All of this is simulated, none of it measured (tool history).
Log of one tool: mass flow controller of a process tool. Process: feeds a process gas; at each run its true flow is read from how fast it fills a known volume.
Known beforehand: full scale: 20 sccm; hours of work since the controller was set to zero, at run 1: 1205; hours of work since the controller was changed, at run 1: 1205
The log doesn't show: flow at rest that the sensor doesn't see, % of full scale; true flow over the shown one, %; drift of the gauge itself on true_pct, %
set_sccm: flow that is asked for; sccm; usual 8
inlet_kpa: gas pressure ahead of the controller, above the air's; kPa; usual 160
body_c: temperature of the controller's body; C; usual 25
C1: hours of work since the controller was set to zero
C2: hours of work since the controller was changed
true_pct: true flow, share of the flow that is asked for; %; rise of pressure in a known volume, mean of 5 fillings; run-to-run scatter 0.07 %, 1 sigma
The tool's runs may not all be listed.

Run 1, day 0.000: usual settings; C1 1205; C2 1205. Result: true_pct 98.74 %.
Run 2, day 19.675: usual settings; C1 1490; C2 1490. Result: true_pct 98.63 %.
Run 3, day 29.638: usual settings; C1 1634; C2 1634. Result: true_pct 98.58 %.
Run 4, day 43.479: usual settings; C1 1835; C2 1835. Result: true_pct 98.50 %.
Run 5, day 53.479: usual settings; C1 1980; C2 1980. Result: true_pct 98.39 %.
Run 6, day 63.171: usual settings but body_c 20 C; C1 2120; C2 2120. Result: true_pct 98.02 %.
Run 7, day 72.079: usual settings but inlet_kpa 222 kPa; C1 2249; C2 2249. Result: true_pct 98.68 %.
Run 8, day 86.175: usual settings but set_sccm 12 sccm, inlet_kpa 196 kPa, body_c 36 C; C1 2454; C2 2454. Result: true_pct 99.39 %.
Run 9, day 101.929: usual settings but inlet_kpa 194 kPa, body_c 23 C; C1 2682; C2 2682. Result: true_pct 98.31 %.
Run 10, day 116.658: usual settings but inlet_kpa 194 kPa, body_c 23 C; C1 2896; C2 2896. Result: true_pct 98.13 %.
Run 11, day 130.558: usual settings but set_sccm 7 sccm, inlet_kpa 197 kPa, body_c 23 C; C1 3097; C2 3097. Result: true_pct 98.02 %.
Run 12, day 148.450: usual settings but set_sccm 7 sccm, inlet_kpa 197 kPa, body_c 23 C; C1 3357; C2 3357. Result: true_pct 97.88 %.

Some steps in true_pct, run to run, broken into two amounts with sign: the step expected even without the hidden condition (settings, incoming material, random variation), and the rest, left for the hidden condition together with whatever gauge scatter is not in both the measured and the hidden-condition-free result:
Run 1 -> 2: no setting touched and nothing written in the log between the runs. true_pct -0.11 %: hidden state -0.13, all else +0.02.
Run 8 -> 9: set_sccm 12 -> 8, inlet_kpa 196 -> 194, body_c 36 -> 23. true_pct -1.08 %: hidden state -0.10, all else -0.98.
